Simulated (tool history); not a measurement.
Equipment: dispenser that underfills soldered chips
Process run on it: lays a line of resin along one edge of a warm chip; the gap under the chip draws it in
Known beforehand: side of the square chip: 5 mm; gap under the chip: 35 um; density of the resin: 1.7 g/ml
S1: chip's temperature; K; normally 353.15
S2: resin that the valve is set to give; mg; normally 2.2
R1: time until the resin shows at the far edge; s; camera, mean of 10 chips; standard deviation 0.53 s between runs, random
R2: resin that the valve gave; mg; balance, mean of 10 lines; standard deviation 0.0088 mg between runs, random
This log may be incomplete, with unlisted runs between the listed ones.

run 1 hour=0 | S1=353.15 S2=2.2 | R1=52.4 R2=2.203
-- hour=8.7 new syringe of resin
run 2 hour=9.2 | S1=353.15 S2=2.2 | R1=41.8 R2=2.206
-- hour=22.4 new syringe of resin
run 3 hour=22.4 | S1=353.15 S2=2.2 | R1=42.4 R2=2.168
run 4 hour=30.6 | S1=353.15 S2=2.33 | R1=62.8 R2=2.296
-- hour=35.3 new syringe of resin
run 5 hour=37.8 | S1=353.15 S2=2.2 | R1=47 R2=2.164
run 6 hour=45.9 | S1=353.15 S2=2.2 | R1=71.6 R2=2.142
-- hour=48.5 new syringe of resin
run 7 hour=54.9 | S1=353.15 S2=2.2 | R1=56.4 R2=2.152
-- hour=62.2 new syringe of resin
run 8 hour=65.4 | S1=353.15 S2=2.2 | R1=49.3 R2=2.134
-- hour=75.3 new syringe of resin
run 9 hour=79.7 | S1=341.15 S2=2.2 | R1=75.6 R2=2.12
-- hour=89.1 new syringe of resin
run 10 hour=89.5 | S1=341.15 S2=2.2 | R1=61.8 R2=2.108
run 11 hour=97.8 | S1=353.15 S2=2.2 | R1=64.8 R2=2.088
-- hour=102.1 new syringe of resin
run 12 hour=107.1 | S1=353.15 S2=2.2 | R1=52 R2=2.088
-- hour=113.7 dispensing valve cleaned and set on the balance
-- hour=116.1 new syringe of resin
run 13 hour=116.1 | S1=348.15 S2=2.2 | R1=47.9 R2=2.2
run 14 hour=124.1 | S1=348.15 S2=2.2 | R1=71.4 R2=2.182
-- hour=129.1 new syringe of resin
run 15 hour=131.2 | S1=348.15 S2=2.2 | R1=52.1 R2=2.193
run 16 hour=136.9 | S1=343.15 S2=2.13 | R1=81.1 R2=2.122
-- hour=143 new syringe of resin
run 17 hour=147.8 | S1=351.15 S2=2.4 | R1=55 R2=2.35
-- hour=156.5 new syringe of resin
run 18 hour=160.5 | S1=342.15 S2=2.31 | R1=70.6 R2=2.259
run 19 hour=168 | S1=354.15 S2=2.1 | R1=73.4 R2=2.046
-- hour=170.2 new syringe of resin
run 20 hour=177.8 | S1=340.15 S2=2.77 | R1=88.2 R2=2.679
-- hour=184.1 new syringe of resin
run 21 hour=191.8 | S1=353.15 S2=2.77 | R1=56.8 R2=2.665
-- hour=197.3 new syringe of resin
run 22 hour=203.1 | S1=353.15 S2=2.77 | R1=52.1 R2=2.638
-- hour=210.6 new syringe of resin
run 23 hour=210.6 | S1=353.15 S2=2.77 | R1=40.5 R2=2.653
run 24 hour=218.2 | S1=353.15 S2=2.77 | R1=59 R2=2.625
-- hour=224.5 new syringe of resin
run 25 hour=228.4 | S1=353.15 S2=2.77 | R1=48.9 R2=2.62
-- hour=236 dispensing valve cleaned and set on the balance
-- hour=238.5 new syringe of resin
run 26 hour=243.2 | S1=363.15 S2=2.54 | R1=38.8 R2=2.53
run 27 hour=250.2 | S1=355.15 S2=2.66 | R1=67.2 R2=2.637
-- hour=252.6 new syringe of resin
run 28 hour=256.3 | S1=360.15 S2=2.57 | R1=40.1 R2=2.546
-- hour=266.4 new syringe of resin
run 29 hour=268.6 | S1=360.15 S2=2.57 | R1=36 R2=2.504
-- hour=279.5 new syringe of resin
run 30 hour=282.2 | S1=360.15 S2=2.57 | R1=38.4 R2=2.529

Forecast each of these 3 alternatives for the next run:
run A hour=290 | S1=353.15 S2=2.59 | R1=? R2=?
run B hour=290 | S1=348.15 S2=2.15 | R1=? R2=?
run C hour=290 | S1=360.15 S2=2.78 | R1=? R2=?

run=A R1=68.4 R2=2.526
run=B R1=81.8 R2=2.105
run=C R1=57.4 R2=2.71
Without the tool's unlogged condition, the same runs would have read:
run=A R1=42 R2=2.587
run=B R1=50.3 R2=2.155
run=C R1=35.4 R2=2.775

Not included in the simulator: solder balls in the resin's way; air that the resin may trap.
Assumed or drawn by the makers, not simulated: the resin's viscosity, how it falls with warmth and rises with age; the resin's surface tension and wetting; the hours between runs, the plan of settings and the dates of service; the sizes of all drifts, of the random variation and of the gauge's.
